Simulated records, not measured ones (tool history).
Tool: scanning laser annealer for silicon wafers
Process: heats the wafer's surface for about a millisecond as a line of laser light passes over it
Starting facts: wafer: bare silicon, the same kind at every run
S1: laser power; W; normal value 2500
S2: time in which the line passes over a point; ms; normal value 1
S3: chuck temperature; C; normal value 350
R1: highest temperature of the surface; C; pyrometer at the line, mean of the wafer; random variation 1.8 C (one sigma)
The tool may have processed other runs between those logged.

run   hour    S1    S2   S3    R1
  1      0  2500     1  350  1066
  2   12.6  2500     1  350  1067
  3   19.9  2500     1  350  1062
  4     31  2500  1.22  350  1138
  5   45.4  2698     1  350  1114
  6   61.8  2500  0.91  350  1027
  7   72.9  2500  0.91  350  1025
  8   79.9  2500     1  312  1021
  9   90.5  2500     1  350  1058
 10   97.8  2633  0.82  330   999
 11    113  2500  1.04  350  1069
 12  128.4  2500  1.04  350  1070
 13    143  2503     1  335  1039
 14  156.6  2503     1  335  1037
 15  164.9  2503     1  346  1047
 16  180.6  2444     1  350  1034
 17  189.7  2637  0.79  330   982
 18  205.1  2637  0.79  330   981

Branching from run 18: 3 alternative next runs. What would each branch give?
  A  221.7  2568  0.74  350   ?
  B  221.7  2440  0.92  369   ?
  C  221.7  2438  0.78  314   ?

run    R1
  A   962
  B  1018
  C   908
Had the tool no hidden state, the same runs would have come out as:
run    R1
  A   984
  B  1041
  C   929

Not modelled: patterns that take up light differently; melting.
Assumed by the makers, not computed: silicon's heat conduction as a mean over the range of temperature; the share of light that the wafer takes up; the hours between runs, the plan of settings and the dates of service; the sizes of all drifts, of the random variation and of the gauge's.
